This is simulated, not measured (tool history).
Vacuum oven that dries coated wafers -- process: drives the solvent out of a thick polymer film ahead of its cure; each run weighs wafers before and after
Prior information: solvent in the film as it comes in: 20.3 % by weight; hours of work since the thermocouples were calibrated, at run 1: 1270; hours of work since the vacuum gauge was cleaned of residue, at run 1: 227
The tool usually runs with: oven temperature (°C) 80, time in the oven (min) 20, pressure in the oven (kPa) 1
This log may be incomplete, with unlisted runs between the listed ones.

run,hour,oven temperature (°C),time in the oven (min),pressure in the oven (kPa),hours of work since the thermocouples were calibrated,hours of work since the vacuum gauge was cleaned of residue,solvent left in the film (%)
1,0,80,20,1,1270,227,1.3
2,11.2,80,20,1,1276,233,1.29
3,23.1,80,20,1,1282,239,1.26
4,30.9,80,20,1,1286,243,1.27
5,35.9,80,20,1,1288,245,1.25
6,45,80,20,3.81,1293,250,2.78
7,52.4,66,12,3.81,1296,253,9.55
8,60.9,66,12,3.81,1301,258,9.52
9,70.3,66,12,1,1305,262,7.76
10,78,87,24,3.55,1309,266,1.57

Each row is a separate what-if for the run after 10, all from the same tool condition, not one after another. Results?
A,83.7,74,17,1.08,1312,269,?
B,83.7,82,21,1.19,1312,269,?
C,83.7,86,13,1.97,1312,269,?
D,83.7,76,20,1,1312,269,?
E,83.7,80,24,1.56,1312,269,?

run,solvent left in the film (%)
A,3.14
B,1.02
C,1.87
D,2
E,1.22
Take away the tool's hidden state, keep each run's random variation, and the runs would have read:
run,solvent left in the film (%)
A,3.15
B,1.02
C,1.88
D,2.01
E,1.23

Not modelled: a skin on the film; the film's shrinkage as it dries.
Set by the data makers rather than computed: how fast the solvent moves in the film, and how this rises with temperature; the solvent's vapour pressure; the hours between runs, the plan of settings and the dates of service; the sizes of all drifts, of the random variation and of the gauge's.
